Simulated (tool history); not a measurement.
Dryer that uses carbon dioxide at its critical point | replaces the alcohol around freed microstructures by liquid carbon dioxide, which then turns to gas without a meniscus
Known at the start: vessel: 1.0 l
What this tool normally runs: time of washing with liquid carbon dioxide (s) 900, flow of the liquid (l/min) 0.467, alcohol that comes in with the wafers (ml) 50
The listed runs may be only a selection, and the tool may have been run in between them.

run,hour,time of washing with liquid carbon dioxide (s),flow of the liquid (l/min),alcohol that comes in with the wafers (ml),alcohol left in the vessel before it's heated (ppm by volume)
1,0,900,0.467,50,347
2,28.3,900,0.467,50,374
3,51.2,900,0.467,50,384
4,69.3,900,0.467,50,394
5,88.2,900,0.467,50,410
6,117,1260,0.467,50,90
7,148.8,1260,0.467,50,92
8,167.8,1260,0.467,50,94
# hour 175.3: purifier's bed changed
9,187.8,1260,0.467,50,69
10,213.7,900,0.766,50,30
11,235.3,900,0.766,50,27
12,251.2,900,0.766,50,30
13,282.4,900,0.766,50,34
14,301,900,0.766,50,37
15,326.1,900,0.467,50,528
16,352.4,900,0.467,50,561
17,373.5,900,0.467,50,576
18,395.9,900,0.467,50,591
19,427.9,900,0.657,50,127
# hour 441.2: inlet filter changed
20,444.8,660,0.467,50,1141
21,480,900,0.467,50,315
22,508.7,900,0.467,50,318
23,544.3,900,0.467,50,352
24,579.9,900,0.363,75,1595
25,610.8,900,0.363,75,1632
26,645.3,1020,0.463,84,375
27,669.5,1020,0.463,84,383
28,695.3,1200,0.688,36,21
29,713.4,1020,0.693,40,40
30,737.5,1020,0.693,40,36
31,753.2,840,0.467,81,1011
32,772.5,840,0.467,81,1044
33,802.5,840,0.467,81,1085
34,831,840,0.467,81,1113
35,850.8,780,0.423,30,833
36,883.9,780,0.423,92,2583
37,915.2,600,0.467,50,2476
38,948.4,780,0.515,22,332
39,970.4,660,0.288,50,6682
40,987.5,900,0.445,54,849
# hour 998.4: inlet filter changed
41,1005.5,900,0.445,54,419
42,1030.6,1260,0.467,50,72

Forecast run 43:
43,1059.5,660,0.526,43,?

Run 43 produced alcohol left in the vessel before it's heated (ppm by volume) 663.
Minus the tool's unlogged condition, the same run would have read alcohol left in the vessel before it's heated (ppm by volume) 577.
